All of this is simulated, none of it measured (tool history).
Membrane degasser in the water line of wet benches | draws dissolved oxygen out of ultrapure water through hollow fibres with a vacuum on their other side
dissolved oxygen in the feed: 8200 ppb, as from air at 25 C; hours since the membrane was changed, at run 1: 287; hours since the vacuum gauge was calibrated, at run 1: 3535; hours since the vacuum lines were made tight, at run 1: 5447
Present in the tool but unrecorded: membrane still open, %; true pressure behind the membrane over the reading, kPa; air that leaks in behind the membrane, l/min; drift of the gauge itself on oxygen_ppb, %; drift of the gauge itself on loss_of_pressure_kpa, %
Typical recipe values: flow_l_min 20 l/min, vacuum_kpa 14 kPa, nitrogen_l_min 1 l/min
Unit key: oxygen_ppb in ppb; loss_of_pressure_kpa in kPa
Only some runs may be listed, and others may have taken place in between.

run   hour  flow_l_min  vacuum_kpa  nitrogen_l_min  hours since the membrane was changed  hours since the vacuum gauge was calibrated  hours since the vacuum lines were made tight  oxygen_ppb  loss_of_pressure_kpa
  1      0          20          14               1                                   287                                         3535                                          5447       461.9                 25.36
  2     21          20        28.5               1                                   308                                         3556                                          5469      1007.4                 25.57
  3   45.4          20          14               1                                   333                                         3581                                          5493       464.1                 25.58
  4   77.5          20          14               1                                   365                                         3613                                          5525       462.9                 25.54
  5  124.1          20          14               1                                   411                                         3659                                          5572       462.1                 25.38
  6  164.7          20          14               1                                   452                                         3700                                          5612       461.9                 25.56
  7  186.4          20          14               1                                   474                                         3722                                          5634         462                 25.88
  8  215.4          20          14               1                                   503                                         3751                                          5663       460.9                 25.39
  9  245.3          20          14               1                                   533                                         3781                                          5693         460                 25.61
 10  287.1          20          14               1                                   574                                         3823                                          5735       460.6                 25.91
 11  310.7          20          14               1                                   598                                         3846                                          5758       461.1                 25.76
 12  345.7          20          14               1                                   633                                         3881                                          5793         464                 25.34
     350.1  -- seals of the vacuum lines changed
 13  394.4          20          14               1                                   680                                         3928                                            44       463.3                 25.56
 14  426.5          20          14               1                                   712                                         3960                                            76       462.3                  25.8
 15  464.2          20          14               1                                   749                                         3998                                           114       460.3                 25.63
 16  489.4          20          14               1                                   775                                         4023                                           139       462.2                 25.55
 17  526.7          20          14            1.44                                   812                                         4060                                           177       339.3                 25.55
 18  548.7          25          34               1                                   834                                         4082                                           199        1421                 31.43
 19  568.8          19          14            1.49                                   854                                         4102                                           219       311.1                 24.28
 20    594          17          14               1                                   879                                         4127                                           244       400.1                 21.44
 21  625.5          23           9            1.61                                   911                                         4159                                           275         193                 29.31
 22  662.3          13        26.8            0.47                                   948                                         4196                                           312      1218.3                 16.63
 23    699          16          21               1                                   984                                         4232                                           349       607.8                 20.38

Expected results for the next run?
 24  721.7          27        15.2            1.35                                  1007                                         4255                                           372           ?                     ?

oxygen_ppb: 515.6 ppb
loss_of_pressure_kpa: 34.89 kPa
Had the tool carried no hidden state, the very same run would have given oxygen_ppb 515.3 ppb, loss_of_pressure_kpa 34.88 kPa.

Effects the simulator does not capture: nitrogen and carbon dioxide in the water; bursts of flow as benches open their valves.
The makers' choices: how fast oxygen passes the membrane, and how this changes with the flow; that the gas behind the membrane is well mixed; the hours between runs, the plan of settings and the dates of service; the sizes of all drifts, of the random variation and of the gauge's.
